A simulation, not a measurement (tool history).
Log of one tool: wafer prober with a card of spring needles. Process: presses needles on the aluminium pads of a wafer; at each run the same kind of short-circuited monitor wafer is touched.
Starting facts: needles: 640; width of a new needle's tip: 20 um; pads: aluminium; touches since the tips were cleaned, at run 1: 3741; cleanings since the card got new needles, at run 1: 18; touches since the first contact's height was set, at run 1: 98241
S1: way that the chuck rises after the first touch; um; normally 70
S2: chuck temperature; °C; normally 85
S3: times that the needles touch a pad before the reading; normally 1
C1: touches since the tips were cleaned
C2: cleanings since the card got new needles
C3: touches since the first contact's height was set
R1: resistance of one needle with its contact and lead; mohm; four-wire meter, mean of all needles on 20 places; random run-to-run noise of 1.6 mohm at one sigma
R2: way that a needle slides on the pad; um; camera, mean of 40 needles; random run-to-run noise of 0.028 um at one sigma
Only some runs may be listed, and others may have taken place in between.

| run | day | S1 | S2 | S3 | C1 | C2 | C3 | R1 | R2 |
|---|---|---|---|---|---|---|---|---|---|
| 1 | 0.000 | 70 | 85 | 1 | 3741 | 18 | 98241 | 214 | 10.62 |
|  | 0.296 | tips cleaned on abrasive film |
| 2 | 0.712 | 70 | 85 | 1 | 2441 | 19 | 102402 | 208 | 10.61 |
|  | 1.154 | tips cleaned on abrasive film |
| 3 | 1.488 | 70 | 85 | 2 | 1950 | 20 | 106937 | 185 | 10.60 |
|  | 2.038 | tips cleaned on abrasive film |
| 4 | 2.338 | 85 | 85 | 1 | 1755 | 21 | 111901 | 186 | 12.94 |
|  | 2.946 | tips cleaned on abrasive film |
| 5 | 3.404 | 85 | 85 | 1 | 2683 | 22 | 118150 | 196 | 12.91 |
|  | 3.804 | tips cleaned on abrasive film |
|  | 4.679 | tips cleaned on abrasive film |
| 6 | 4.692 | 85 | 85 | 1 | 77 | 24 | 125674 | 164 | 12.91 |
|  | 5.562 | tips cleaned on abrasive film |
| 7 | 5.979 | 70 | 85 | 1 | 2465 | 25 | 133226 | 207 | 10.61 |
|  | 6.475 | tips cleaned on abrasive film |
| 8 | 7.229 | 70 | 85 | 1 | 4433 | 26 | 140544 | 225 | 10.63 |
|  | 7.333 | tips cleaned on abrasive film |
|  | 8.225 | tips cleaned on abrasive film |
| 9 | 8.283 | 88 | 85 | 1 | 359 | 28 | 146699 | 170 | 13.32 |
|  | 9.133 | tips cleaned on abrasive film |
| 10 | 9.208 | 88 | 85 | 1 | 428 | 29 | 152094 | 173 | 13.37 |
|  | 9.971 | tips cleaned on abrasive film |
| 11 | 10.500 | 70 | 85 | 3 | 3117 | 30 | 159673 | 178 | 10.56 |
|  | 10.854 | tips cleaned on abrasive film |
| 12 | 11.558 | 70 | 85 | 1 | 4155 | 31 | 165879 | 222 | 10.57 |
|  | 11.775 | tips cleaned on abrasive film |
| 13 | 12.417 | 70 | 85 | 1 | 3760 | 32 | 170887 | 216 | 10.55 |
|  | 12.696 | tips cleaned on abrasive film |
| 14 | 13.279 | 70 | 85 | 1 | 3418 | 33 | 175933 | 216 | 10.58 |
|  | 13.546 | tips cleaned on abrasive film |
| 15 | 14.146 | 70 | 85 | 1 | 3541 | 34 | 181019 | 220 | 10.53 |
|  | 14.454 | tips cleaned on abrasive film |
|  | 14.642 | height of the first contact set anew |
|  | 15.375 | tips cleaned on abrasive film |
| 16 | 15.425 | 70 | 85 | 1 | 304 | 36 | 4583 | 175 | 10.77 |
|  | 16.204 | tips cleaned on abrasive film |
| 17 | 16.479 | 70 | 64 | 1 | 1607 | 37 | 10746 | 193 | 10.74 |
|  | 17.038 | tips cleaned on abrasive film |
| 18 | 17.583 | 70 | 64 | 1 | 3212 | 38 | 17223 | 209 | 10.78 |
|  | 17.875 | tips cleaned on abrasive film |
|  | 18.742 | tips cleaned on abrasive film |
| 19 | 18.817 | 57 | 112 | 2 | 439 | 40 | 24410 | 181 | 8.71 |
|  | 19.658 | tips cleaned on abrasive film |
| 20 | 19.688 | 79 | 27 | 1 | 165 | 41 | 29498 | 161 | 12.16 |
| 21 | 20.483 | 70 | 85 | 2 | 4847 | 41 | 34180 | 197 | 10.74 |
|  | 20.575 | tips cleaned on abrasive film |
|  | 21.471 | tips cleaned on abrasive film |
| 22 | 21.617 | 70 | 85 | 2 | 861 | 43 | 40813 | 176 | 10.70 |
|  | 22.329 | tips cleaned on abrasive film |
| 23 | 22.329 | 76 | 120 | 2 | 0 | 44 | 44964 | 170 | 11.61 |
|  | 23.221 | tips cleaned on abrasive film |
| 24 | 23.546 | 70 | 85 | 2 | 1904 | 45 | 52095 | 181 | 10.70 |
|  | 24.062 | tips cleaned on abrasive film |
| 25 | 24.179 | 70 | 85 | 2 | 680 | 46 | 55796 | 172 | 10.68 |
|  | 24.971 | tips cleaned on abrasive film |
| 26 | 25.067 | 70 | 85 | 2 | 580 | 47 | 60998 | 175 | 10.72 |
|  | 25.808 | tips cleaned on abrasive film |
| 27 | 25.962 | 85 | 51 | 2 | 900 | 48 | 66218 | 164 | 12.95 |
|  | 26.679 | tips cleaned on abrasive film |
| 28 | 26.883 | 85 | 68 | 2 | 1193 | 49 | 71613 | 174 | 13.00 |
|  | 27.508 | tips cleaned on abrasive film |
| 29 | 27.850 | 70 | 85 | 2 | 2000 | 50 | 77277 | 186 | 10.69 |
|  | 28.396 | tips cleaned on abrasive film |
| 30 | 29.079 | 70 | 85 | 2 | 4039 | 51 | 84486 | 201 | 10.67 |
|  | 29.254 | tips cleaned on abrasive film |
|  | 30.175 | tips cleaned on abrasive film |
| 31 | 30.354 | 70 | 27 | 2 | 1053 | 53 | 91914 | 169 | 10.65 |
| 32 | 30.917 | 57 | 42 | 2 | 4373 | 53 | 95234 | 220 | 8.66 |
|  | 31.100 | tips cleaned on abrasive film |
|  | 31.938 | tips cleaned on abrasive film |
| 33 | 32.029 | 70 | 85 | 2 | 516 | 55 | 101710 | 178 | 10.66 |

Selected run-to-run steps in R1, each split into two signed amounts: the part the tool would show with no hidden state at all (from settings, incoming material and random variation), and the remainder, which goes to the hidden state together with any gauge scatter not common to the measured and the hidden-state-free results:
Unlogged tool condition in this case: debris on the tips, nm; way that the needles fall short of the set height, um; tips' diameter, um; drift of the gauge itself on contact_mohm, %; drift of the gauge itself on scrub_um, %.
Run 8 -> 9: S1 70 -> 88, tips cleaned on abrasive film, tips cleaned on abrasive film. R1 -55 mohm: hidden state -51, all else -4.
Run 15 -> 16: tips cleaned on abrasive film, height of the first contact set anew, tips cleaned on abrasive film. R1 -45 mohm: hidden state -43, all else -2.
Run 31 -> 32: S1 70 -> 57, S2 27 -> 42. R1 +51 mohm: hidden state +44, all else +7.
Run 32 -> 33: S1 57 -> 70, S2 42 -> 85, tips cleaned on abrasive film, tips cleaned on abrasive film. R1 -42 mohm: hidden state -49, all else +7.

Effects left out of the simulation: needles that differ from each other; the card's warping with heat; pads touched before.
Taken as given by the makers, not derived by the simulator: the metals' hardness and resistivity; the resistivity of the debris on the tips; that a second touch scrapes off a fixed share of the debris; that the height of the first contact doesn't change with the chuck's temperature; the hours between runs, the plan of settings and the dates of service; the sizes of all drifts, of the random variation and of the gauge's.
